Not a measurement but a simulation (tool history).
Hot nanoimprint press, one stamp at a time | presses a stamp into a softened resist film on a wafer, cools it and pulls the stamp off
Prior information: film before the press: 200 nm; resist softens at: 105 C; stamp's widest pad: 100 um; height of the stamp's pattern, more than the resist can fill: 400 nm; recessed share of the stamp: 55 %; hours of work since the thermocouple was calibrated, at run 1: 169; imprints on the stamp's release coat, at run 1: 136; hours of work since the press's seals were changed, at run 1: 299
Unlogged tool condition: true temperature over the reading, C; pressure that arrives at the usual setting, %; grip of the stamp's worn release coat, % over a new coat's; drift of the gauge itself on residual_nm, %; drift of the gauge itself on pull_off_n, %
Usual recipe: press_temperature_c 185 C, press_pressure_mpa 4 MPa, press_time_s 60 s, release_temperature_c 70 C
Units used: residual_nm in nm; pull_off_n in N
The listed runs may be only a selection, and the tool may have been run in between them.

run	day	press_temperature_c	press_pressure_mpa	press_time_s	release_temperature_c	hours of work since the thermocouple was calibrated	imprints on the stamp's release coat	hours of work since the press's seals were changed	residual_nm	pull_off_n
1	0	185	4	60	70	169	136	299	115.6	160
2	2.171	185	3.67	60	70	201	307	332	119.3	162
3	4.329	185	4	60	70	233	477	363	115.7	166
4	6.029	185	4	60	70	258	610	388	115.2	167
5	7.308	185	4	60	70	277	711	407	115.3	171
6	8.433	185	5.72	60	70	294	799	424	99.7	172
7	10.479	185	5.72	60	70	324	960	454	99.7	174
8	11.788	185	5.72	60	70	343	1063	473	99.5	178
# day 13.617: stamp cleaned and given a new release coat
9	14.054	185	3.91	60	70	373	35	503	115.9	156
10	15.779	185	3.91	60	70	399	171	529	115.4	158
# day 17.721: press's hydraulic seals changed and the load cell set to zero
11	17.721	185	4	60	64	422	297	0	112.8	180
12	19.217	185	4	60	64	444	415	22	113.3	184
13	20.579	185	2.7	60	70	464	522	42	131	163
14	22.362	185	2.7	60	70	491	662	69	130.2	165
15	23.958	185	4	60	71	514	788	92	112.8	166
16	25.188	185	4	60	71	533	885	110	112.5	167
17	26.571	185	4	67	75	553	993	131	108.3	154
18	28.729	185	4	67	75	585	1164	163	108.3	157
# day 29.262: stamp cleaned and given a new release coat
# day 30.108: plate thermocouple calibrated
19	30.108	185	4	67	75	0	56	177	106.9	134
20	31.625	185	5.18	34	75	22	176	200	119.9	138
21	32.588	185	5.18	34	75	37	251	214	120	138
22	33.608	185	3.08	34	75	52	332	229	142.4	140
23	34.729	191	3.08	45	75	68	420	246	116.7	141
24	36.979	173	4.87	60	70	101	597	279	138.4	161
25	38.988	173	4.87	60	70	131	755	308	137.7	162
26	40.225	173	4.87	60	70	149	852	327	137.9	166
# day 41.4: plate thermocouple calibrated, once more
27	41.554	185	5.36	100	60	2	947	344	86.9	212
28	43.746	185	4	43	70	35	1120	377	128.7	178
# day 44.921: stamp cleaned and given a new release coat
29	45.388	185	4	43	70	55	37	397	128.7	159

Branching from run 29: 5 alternative next runs. What would each branch give?
A	47.371	185	4	60	71	84	193	427	?	?
B	47.371	185	3.79	43	70	84	193	427	?	?
C	47.371	178	4	46	63	84	193	427	?	?
D	47.371	186	4	60	73	84	193	427	?	?
E	47.371	178	4	58	63	84	193	427	?	?

run	residual_nm	pull_off_n
A	116.5	157
B	130.7	161
C	146.4	184
D	114	151
E	138.8	182
Without the tool's hidden state the same runs would have given:
run	residual_nm	pull_off_n
A	116.2	155
B	130.5	159
C	146.2	181
D	113.7	149
E	138.7	180

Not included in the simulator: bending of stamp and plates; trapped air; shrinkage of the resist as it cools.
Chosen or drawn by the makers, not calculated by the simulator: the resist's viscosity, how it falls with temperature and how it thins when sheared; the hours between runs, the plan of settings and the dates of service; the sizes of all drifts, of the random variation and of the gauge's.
